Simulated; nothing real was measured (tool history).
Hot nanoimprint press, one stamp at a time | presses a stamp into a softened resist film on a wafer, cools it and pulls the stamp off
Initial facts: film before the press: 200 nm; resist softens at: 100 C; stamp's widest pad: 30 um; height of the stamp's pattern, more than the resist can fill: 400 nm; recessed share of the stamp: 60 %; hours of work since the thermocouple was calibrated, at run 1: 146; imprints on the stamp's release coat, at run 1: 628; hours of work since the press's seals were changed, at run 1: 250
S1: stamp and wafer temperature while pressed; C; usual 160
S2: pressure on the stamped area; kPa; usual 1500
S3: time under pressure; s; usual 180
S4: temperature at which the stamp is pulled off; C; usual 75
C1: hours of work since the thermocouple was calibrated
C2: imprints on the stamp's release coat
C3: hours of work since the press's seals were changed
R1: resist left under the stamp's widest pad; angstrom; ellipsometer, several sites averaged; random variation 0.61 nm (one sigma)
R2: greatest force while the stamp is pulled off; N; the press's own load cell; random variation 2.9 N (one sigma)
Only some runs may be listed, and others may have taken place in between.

{"run": 1, "day": 0.0, "S1": 160, "S2": 1500, "S3": 180, "S4": 75, "C1": 146, "C2": 628, "C3": 250, "R1": 990, "R2": 141}
{"run": 2, "day": 2.238, "S1": 160, "S2": 1500, "S3": 180, "S4": 75, "C1": 173, "C2": 806, "C3": 278, "R1": 991, "R2": 141}
{"run": 3, "day": 5.317, "S1": 160, "S2": 1020, "S3": 180, "S4": 75, "C1": 211, "C2": 1050, "C3": 315, "R1": 1184, "R2": 137}
{"run": 4, "day": 8.312, "S1": 160, "S2": 1020, "S3": 180, "S4": 75, "C1": 247, "C2": 1288, "C3": 352, "R1": 1193, "R2": 140}
{"run": 5, "day": 11.675, "S1": 160, "S2": 1020, "S3": 180, "S4": 75, "C1": 288, "C2": 1554, "C3": 393, "R1": 1189, "R2": 138}
{"day": 13.667, "done": "stamp cleaned and given a new release coat"}
{"run": 6, "day": 15.029, "S1": 160, "S2": 1020, "S3": 180, "S4": 75, "C1": 326, "C2": 108, "C3": 431, "R1": 1185, "R2": 141}
{"run": 7, "day": 16.583, "S1": 160, "S2": 1020, "S3": 180, "S4": 61, "C1": 345, "C2": 231, "C3": 450, "R1": 1191, "R2": 166}
{"run": 8, "day": 18.096, "S1": 162, "S2": 1500, "S3": 180, "S4": 73, "C1": 364, "C2": 351, "C3": 468, "R1": 917, "R2": 142}
{"run": 9, "day": 20.554, "S1": 154, "S2": 1500, "S3": 180, "S4": 73, "C1": 394, "C2": 546, "C3": 498, "R1": 1288, "R2": 141}
{"day": 22.217, "done": "plate thermocouple calibrated"}
{"run": 10, "day": 22.217, "S1": 169, "S2": 1140, "S3": 124, "S4": 75, "C1": 0, "C2": 668, "C3": 517, "R1": 879, "R2": 136}

What differs in the tool's unlogged condition from the final listed run ahead of each entry between runs to the first listed run following it?
After run 5, before run 6: stamp cleaned and given a new release coat (day 13.667)
  pressure that arrives at the usual setting, %: 99.96 -> 99.95; grip of the stamp's worn release coat, % over a new coat's: 0.8 -> 0.1
After run 9, before run 10: plate thermocouple calibrated (day 22.217)
  true temperature over the reading, C: -0.04 -> 0; pressure that arrives at the usual setting, %: 99.95 -> 99.94
